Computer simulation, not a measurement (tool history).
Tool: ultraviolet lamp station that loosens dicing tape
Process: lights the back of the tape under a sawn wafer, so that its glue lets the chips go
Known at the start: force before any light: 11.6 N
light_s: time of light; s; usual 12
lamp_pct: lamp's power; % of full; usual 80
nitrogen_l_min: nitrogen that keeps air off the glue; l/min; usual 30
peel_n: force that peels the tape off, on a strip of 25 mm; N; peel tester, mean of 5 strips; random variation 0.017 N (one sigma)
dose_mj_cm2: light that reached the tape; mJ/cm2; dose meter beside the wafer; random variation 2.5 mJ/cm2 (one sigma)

run	hour	light_s	lamp_pct	nitrogen_l_min	peel_n	dose_mj_cm2
1	0	12	80	30	1.005	251
2	20.7	12	80	30	1.049	252
3	43.9	12	80	30	1.084	250
4	91.6	12	80	30	1.096	242
5	111.8	17	80	30	0.521	350
6	135.1	17	80	30	0.523	346
# hour 152.1: window cleaned of glue's vapour
7	182.7	17	80	30	0.559	330
# hour 232: window cleaned of glue's vapour, once more
8	232.3	21	80	30	0.36	432
9	261.3	21	80	30	0.36	424
10	306.3	21	80	30	0.352	422
11	327.2	12	80	30	1.139	241
12	364.7	12	80	30	1.147	238
13	399.3	19	80	30	0.458	374
14	421.4	19	80	30	0.455	373
15	466.5	19	80	30	0.455	372
16	497.6	6	80	30	3.675	118
17	538.8	12	67	30	1.744	189
18	573.5	6	80	30	3.679	109
19	595.2	12	80	30	1.37	221
20	615.5	12	80	30	1.342	222
21	663.3	12	80	30	1.381	219
# hour 690.4: window cleaned of glue's vapour
22	707	9	66	33	2.747	140
23	730.3	15	85	10	1.759	301
24	758.8	15	85	10	1.786	294
25	798.6	18	92	18	0.653	382
26	833.9	12	80	42	1.055	221
27	867	12	80	42	1.079	220
28	896.7	12	80	42	1.143	219
29	942.6	12	80	42	1.105	212
30	991.5	7	71	30	3.89	105
31	1029.9	20	62	15	1.57	264
32	1062.8	20	62	15	1.604	264
33	1087.5	8	66	30	3.741	113
34	1108.9	8	66	30	3.769	108
# hour 1147.8: window cleaned of glue's vapour
35	1147.8	8	66	30	3.445	117

The next listed run, before its measurement:
36	1170.8	8	66	30	?	?

{"run 36": {"peel_n": 3.748, "dose_mj_cm2": 115}}
Without the tool's hidden state the same run would have given peel_n 2.474 N, dose_mj_cm2 158 mJ/cm2.
